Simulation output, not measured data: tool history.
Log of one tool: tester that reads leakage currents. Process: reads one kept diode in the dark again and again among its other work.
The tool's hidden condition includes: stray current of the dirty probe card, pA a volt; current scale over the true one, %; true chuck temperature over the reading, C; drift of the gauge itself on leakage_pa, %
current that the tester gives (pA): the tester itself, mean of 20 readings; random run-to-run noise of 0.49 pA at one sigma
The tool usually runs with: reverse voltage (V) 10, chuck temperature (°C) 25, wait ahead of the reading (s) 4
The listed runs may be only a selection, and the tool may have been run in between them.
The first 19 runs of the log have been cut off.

run,hour,reverse voltage (V),chuck temperature (°C),wait ahead of the reading (s),hours of work since the probe card was cleaned,hours of work since the tester was calibrated,hours of work since the chuck was calibrated,current that the tester gives (pA)
20,760.7,8.6,24,5.68,1230,387,2259,140.29
21,801.2,1.9,36,1.78,1253,409,2282,254.61
22,836.1,5.7,38,1.78,1272,429,2301,430.61
23,870.1,5.1,49,7.71,1291,448,2321,1027.37
24,910.8,10,25,3.87,1314,471,2343,164.35
25,934.8,1.6,45,4,1328,485,2357,512.43
26,983.6,1.6,45,4,1355,512,2384,515.46
# hour 1027.1: chuck's temperature calibrated
27,1033.7,10,30,4,1382,539,4,255.94
28,1071.9,2.3,32,4,1404,561,25,190.45
29,1122.2,2.3,32,4,1432,589,53,190.93
30,1179.2,2.3,32,4,1464,621,86,191.2
31,1235.7,4.1,20,1.24,1496,653,117,76.49
32,1267.8,18.1,25,4,1514,671,135,196.88
33,1305.2,18.1,25,4,1535,692,156,198.11
34,1349.4,10,25,1.25,1560,717,181,163.49

Predict each of these 3 candidate next runs independently; none follows another, all start after run 34:
A,1376.7,7.1,35,0.56,1575,732,197,?
B,1376.7,2.1,24,3.3,1575,732,197,?
C,1376.7,1.6,30,4,1575,732,197,?

run,current that the tester gives (pA)
A,359.82
B,89.03
C,140.7
Without the tool's hidden state the same runs would have given:
run,current that the tester gives (pA)
A,359.82
B,89.03
C,140.7

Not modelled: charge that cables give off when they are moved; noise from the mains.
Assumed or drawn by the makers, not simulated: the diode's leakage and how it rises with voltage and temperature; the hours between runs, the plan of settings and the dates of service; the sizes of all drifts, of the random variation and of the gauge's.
